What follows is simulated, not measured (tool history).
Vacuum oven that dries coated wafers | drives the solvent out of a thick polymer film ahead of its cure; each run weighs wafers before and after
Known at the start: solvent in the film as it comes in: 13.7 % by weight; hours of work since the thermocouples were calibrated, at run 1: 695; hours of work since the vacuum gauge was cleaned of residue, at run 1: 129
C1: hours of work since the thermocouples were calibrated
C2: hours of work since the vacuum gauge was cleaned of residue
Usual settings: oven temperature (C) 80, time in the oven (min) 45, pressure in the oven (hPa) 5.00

Run 1, hour 0.0: usual settings; C1 695; C2 129. Result: solvent left in the film (%) 1.44.
Run 2, hour 33.1: usual settings; C1 712; C2 146. Result: solvent left in the film (%) 1.43.
Run 3, hour 62.7: usual settings but oven temperature (C) 73; C1 727; C2 161. Result: solvent left in the film (%) 2.61.
At hour 80.9: oven's thermocouples calibrated.
Run 4, hour 93.1: usual settings but oven temperature (C) 73; C1 6; C2 176. Result: solvent left in the film (%) 2.44.
Run 5, hour 107.6: usual settings but time in the oven (min) 32; C1 14; C2 184. Result: solvent left in the film (%) 2.42.
Run 6, hour 131.7: usual settings; C1 26; C2 196. Result: solvent left in the film (%) 1.28.
Run 7, hour 157.2: usual settings; C1 39; C2 209. Result: solvent left in the film (%) 1.26.
Run 8, hour 181.9: usual settings; C1 52; C2 222. Result: solvent left in the film (%) 1.36.
Run 9, hour 196.1: usual settings; C1 59; C2 229. Result: solvent left in the film (%) 1.26.
Run 10, hour 223.6: usual settings but oven temperature (C) 71, time in the oven (min) 43, pressure in the oven (hPa) 17.83; C1 74; C2 243. Result: solvent left in the film (%) 3.33.
Run 11, hour 256.7: usual settings but oven temperature (C) 82, time in the oven (min) 73, pressure in the oven (hPa) 17.48; C1 91; C2 261. Result: solvent left in the film (%) 0.61.
Run 12, hour 288.7: usual settings but oven temperature (C) 94, time in the oven (min) 73, pressure in the oven (hPa) 12.13; C1 107; C2 277. Result: solvent left in the film (%) 0.18.
Run 13, hour 309.3: usual settings but oven temperature (C) 94, time in the oven (min) 73, pressure in the oven (hPa) 12.13; C1 118; C2 288. Result: solvent left in the film (%) 0.16.
Run 14, hour 324.7: usual settings but oven temperature (C) 69, time in the oven (min) 30, pressure in the oven (hPa) 6.05; C1 126; C2 296. Result: solvent left in the film (%) 4.87.
Run 15, hour 343.4: usual settings but oven temperature (C) 79, time in the oven (min) 23, pressure in the oven (hPa) 12.18; C1 136; C2 305. Result: solvent left in the film (%) 3.99.

Forecast each of these 5 alternatives for the next run:
Run A, hour 365.4: usual settings but oven temperature (C) 76, time in the oven (min) 57, pressure in the oven (hPa) 12.18; C1 147; C2 317. Result: solvent left in the film (%) ?.
Run B, hour 365.4: usual settings but oven temperature (C) 79, time in the oven (min) 39, pressure in the oven (hPa) 12.18; C1 147; C2 317. Result: solvent left in the film (%) ?.
Run C, hour 365.4: usual settings but oven temperature (C) 95, time in the oven (min) 40, pressure in the oven (hPa) 13.65; C1 147; C2 317. Result: solvent left in the film (%) ?.
Run D, hour 365.4: usual settings but time in the oven (min) 35, pressure in the oven (hPa) 11.25; C1 147; C2 317. Result: solvent left in the film (%) ?.
Run E, hour 365.4: usual settings but oven temperature (C) 79, time in the oven (min) 47, pressure in the oven (hPa) 18.04; C1 147; C2 317. Result: solvent left in the film (%) ?.

run  solvent left in the film (%)
  A                          1.41
  B                          2.04
  C                          0.38
  D                          2.18
  E                          1.57
Without the tool's hidden state the same runs would have given:
run  solvent left in the film (%)
  A                          1.37
  B                          2.01
  C                          0.36
  D                          2.15
  E                          1.53

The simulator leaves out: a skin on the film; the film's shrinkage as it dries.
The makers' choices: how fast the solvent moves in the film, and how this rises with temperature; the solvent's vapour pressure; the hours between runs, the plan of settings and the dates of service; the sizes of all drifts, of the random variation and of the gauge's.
